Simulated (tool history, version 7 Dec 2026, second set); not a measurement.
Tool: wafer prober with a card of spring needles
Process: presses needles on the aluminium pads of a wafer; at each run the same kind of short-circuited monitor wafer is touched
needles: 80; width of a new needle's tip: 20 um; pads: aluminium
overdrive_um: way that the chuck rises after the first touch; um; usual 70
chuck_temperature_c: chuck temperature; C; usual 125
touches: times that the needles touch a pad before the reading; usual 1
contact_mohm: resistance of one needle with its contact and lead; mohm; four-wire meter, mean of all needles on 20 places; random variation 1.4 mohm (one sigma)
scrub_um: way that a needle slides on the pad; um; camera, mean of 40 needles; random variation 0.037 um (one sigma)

run 1 hour=0.0 | overdrive_um=70 chuck_temperature_c=125 touches=1 | contact_mohm=162 scrub_um=10.56
-- hour=9.6 tips cleaned on abrasive film
run 2 hour=23.2 | overdrive_um=70 chuck_temperature_c=125 touches=1 | contact_mohm=170 scrub_um=10.47
-- hour=25.5 tips cleaned on abrasive film
-- hour=41.0 tips cleaned on abrasive film
run 3 hour=50.2 | overdrive_um=70 chuck_temperature_c=125 touches=1 | contact_mohm=163 scrub_um=10.46
-- hour=56.9 tips cleaned on abrasive film
-- hour=71.0 tips cleaned on abrasive film
run 4 hour=83.0 | overdrive_um=70 chuck_temperature_c=125 touches=1 | contact_mohm=165 scrub_um=10.41
-- hour=85.5 tips cleaned on abrasive film
-- hour=101.6 tips cleaned on abrasive film
-- hour=118.4 tips cleaned on abrasive film
run 5 hour=120.6 | overdrive_um=70 chuck_temperature_c=125 touches=1 | contact_mohm=148 scrub_um=10.41
-- hour=132.5 tips cleaned on abrasive film
run 6 hour=143.3 | overdrive_um=70 chuck_temperature_c=74 touches=1 | contact_mohm=163 scrub_um=10.40
-- hour=146.9 tips cleaned on abrasive film
-- hour=161.5 tips cleaned on abrasive film
run 7 hour=161.5 | overdrive_um=70 chuck_temperature_c=74 touches=1 | contact_mohm=128 scrub_um=10.41
-- hour=175.7 tips cleaned on abrasive film
run 8 hour=183.0 | overdrive_um=62 chuck_temperature_c=125 touches=1 | contact_mohm=176 scrub_um=9.19
-- hour=192.5 tips cleaned on abrasive film
-- hour=192.8 height of the first contact set anew
run 9 hour=202.2 | overdrive_um=62 chuck_temperature_c=125 touches=1 | contact_mohm=177 scrub_um=9.32
-- hour=207.1 tips cleaned on abrasive film
run 10 hour=220.7 | overdrive_um=90 chuck_temperature_c=101 touches=2 | contact_mohm=140 scrub_um=13.57
-- hour=224.3 tips cleaned on abrasive film
run 11 hour=238.1 | overdrive_um=60 chuck_temperature_c=54 touches=1 | contact_mohm=183 scrub_um=9.06
-- hour=240.1 tips cleaned on abrasive film
-- hour=255.1 tips cleaned on abrasive film
-- hour=270.8 tips cleaned on abrasive film
run 12 hour=270.8 | overdrive_um=60 chuck_temperature_c=85 touches=1 | contact_mohm=132 scrub_um=9.04
-- hour=286.3 tips cleaned on abrasive film
-- hour=301.7 tips cleaned on abrasive film
run 13 hour=301.7 | overdrive_um=60 chuck_temperature_c=85 touches=1 | contact_mohm=135 scrub_um=8.99

4 ways to go on from here, each from the tool as it stands after run 13. What would each give?
-- hour=318.1 tips cleaned on abrasive film
-- hour=333.2 tips cleaned on abrasive film
run A hour=341.5 | overdrive_um=58 chuck_temperature_c=79 touches=1 | contact_mohm=? scrub_um=?
-- hour=318.1 tips cleaned on abrasive film
-- hour=333.2 tips cleaned on abrasive film
run B hour=341.5 | overdrive_um=60 chuck_temperature_c=125 touches=1 | contact_mohm=? scrub_um=?
-- hour=318.1 tips cleaned on abrasive film
-- hour=333.2 tips cleaned on abrasive film
run C hour=341.5 | overdrive_um=60 chuck_temperature_c=85 touches=3 | contact_mohm=? scrub_um=?
-- hour=318.1 tips cleaned on abrasive film
-- hour=333.2 tips cleaned on abrasive film
run D hour=341.5 | overdrive_um=69 chuck_temperature_c=87 touches=1 | contact_mohm=? scrub_um=?

run=A contact_mohm=180 scrub_um=8.60
run=B contact_mohm=178 scrub_um=8.92
run=C contact_mohm=140 scrub_um=8.96
run=D contact_mohm=161 scrub_um=10.34
Without the tool's hidden state the same runs would have given:
run=A contact_mohm=127 scrub_um=8.70
run=B contact_mohm=132 scrub_um=9.03
run=C contact_mohm=122 scrub_um=9.07
run=D contact_mohm=123 scrub_um=10.45

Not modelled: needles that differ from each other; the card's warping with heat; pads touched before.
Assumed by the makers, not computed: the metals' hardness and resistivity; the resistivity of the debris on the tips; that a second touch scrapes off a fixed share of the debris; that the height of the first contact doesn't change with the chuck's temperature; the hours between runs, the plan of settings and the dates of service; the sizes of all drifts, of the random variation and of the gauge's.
